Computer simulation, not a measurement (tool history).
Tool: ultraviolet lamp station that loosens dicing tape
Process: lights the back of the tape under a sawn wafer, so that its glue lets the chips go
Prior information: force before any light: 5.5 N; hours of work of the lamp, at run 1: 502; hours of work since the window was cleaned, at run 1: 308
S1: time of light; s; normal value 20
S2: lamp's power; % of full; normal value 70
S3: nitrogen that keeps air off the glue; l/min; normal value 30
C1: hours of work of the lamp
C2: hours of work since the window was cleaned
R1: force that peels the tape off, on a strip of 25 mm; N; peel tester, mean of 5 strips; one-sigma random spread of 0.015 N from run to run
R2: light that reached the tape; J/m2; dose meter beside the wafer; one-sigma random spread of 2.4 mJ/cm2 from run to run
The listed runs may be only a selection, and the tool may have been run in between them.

{"run": 1, "hour": 0.0, "S1": 20, "S2": 70, "S3": 30, "C1": 502, "C2": 308, "R1": 1.076, "R2": 2090}
{"run": 2, "hour": 48.1, "S1": 20, "S2": 70, "S3": 30, "C1": 526, "C2": 332, "R1": 1.14, "R2": 2040}
{"run": 3, "hour": 94.6, "S1": 20, "S2": 70, "S3": 30, "C1": 549, "C2": 355, "R1": 1.14, "R2": 2010}
{"run": 4, "hour": 148.2, "S1": 20, "S2": 70, "S3": 30, "C1": 576, "C2": 382, "R1": 1.156, "R2": 2000}
{"hour": 172.1, "done": "window cleaned of glue's vapour"}
{"run": 5, "hour": 191.1, "S1": 20, "S2": 70, "S3": 30, "C1": 598, "C2": 9, "R1": 0.962, "R2": 2280}
{"run": 6, "hour": 230.2, "S1": 20, "S2": 70, "S3": 30, "C1": 617, "C2": 29, "R1": 0.939, "R2": 2260}
{"run": 7, "hour": 268.0, "S1": 20, "S2": 70, "S3": 30, "C1": 636, "C2": 48, "R1": 0.952, "R2": 2230}
{"run": 8, "hour": 306.7, "S1": 20, "S2": 70, "S3": 30, "C1": 656, "C2": 67, "R1": 1.016, "R2": 2180}
{"run": 9, "hour": 350.8, "S1": 20, "S2": 70, "S3": 30, "C1": 678, "C2": 90, "R1": 0.993, "R2": 2200}
{"run": 10, "hour": 379.6, "S1": 20, "S2": 70, "S3": 30, "C1": 692, "C2": 104, "R1": 1, "R2": 2200}
{"run": 11, "hour": 430.6, "S1": 20, "S2": 82, "S3": 30, "C1": 718, "C2": 130, "R1": 0.793, "R2": 2530}
{"run": 12, "hour": 465.8, "S1": 20, "S2": 70, "S3": 30, "C1": 735, "C2": 147, "R1": 1.05, "R2": 2110}
{"run": 13, "hour": 521.4, "S1": 20, "S2": 62, "S3": 12, "C1": 763, "C2": 175, "R1": 1.946, "R2": 1880}
{"run": 14, "hour": 556.4, "S1": 31, "S2": 64, "S3": 41, "C1": 781, "C2": 193, "R1": 0.538, "R2": 2890}
{"run": 15, "hour": 611.9, "S1": 31, "S2": 64, "S3": 41, "C1": 809, "C2": 220, "R1": 0.534, "R2": 2800}
{"run": 16, "hour": 652.5, "S1": 11, "S2": 64, "S3": 46, "C1": 829, "C2": 241, "R1": 2.104, "R2": 1000}

For run 17, what comes out?
{"run": 17, "hour": 705.9, "S1": 35, "S2": 70, "S3": 30, "C1": 856, "C2": 268, "R1": "?", "R2": "?"}

{"run 17": {"R1": 0.493, "R2": 3410}}
Had the tool carried no hidden state, the very same run would have given R1 0.309 N, R2 4640 J/m2.
